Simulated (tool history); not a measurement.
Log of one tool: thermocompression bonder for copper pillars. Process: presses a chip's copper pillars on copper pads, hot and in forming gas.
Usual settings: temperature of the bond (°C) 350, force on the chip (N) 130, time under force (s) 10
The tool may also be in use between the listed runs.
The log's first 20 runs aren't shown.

run   hour  temperature of the bond (°C)  force on the chip (N)  time under force (s)  force that shears a chip off (N)
 21  188.5                           376                    100                     7                              75.2
 22  195.4                           376                    167                     9                               111
 23    201                           350                    180                     6                                92
 24  211.5                           359                    113                     6                              68.4
 25  221.5                           350                    130                    20                             102.5
 26    227                           350                    130                    20                             100.7
 27  235.8                           376                    103                    10                              82.9
 28  244.7                           334                    110                    28                              89.8
 29  254.5                           334                    110                    28                              87.8
 30    265                           334                    121                    10                              69.9
 31  276.6                           334                    121                    10                              69.5
 32  282.9                           334                    121                    10                              69.3
 33  294.2                           334                    121                    10                              69.4
 34  302.4                           363                    154                     7                              92.6
 35    314                           328                    150                     5                              60.6
 36  326.1                           328                    150                     6                              66.4
 37  336.5                           371                    105                     7                              73.5
     340.4  -- forming gas filter changed
 38  343.9                           350                    183                     7                             106.1
 39  351.1                           350                    120                     7                              77.6

Forecast each of these 3 alternatives for the next run:
  A  358.2                           366                    102                    10                                 ?
  B  358.2                           352                     93                     7                                 ?
  C  358.2                           375                    120                     8                                 ?

run  force that shears a chip off (N)
  A                              86.4
  B                              60.8
  C                              96.4
Without the tool's hidden state the same runs would have given:
run  force that shears a chip off (N)
  A                              91.8
  B                              65.6
  C                             101.7
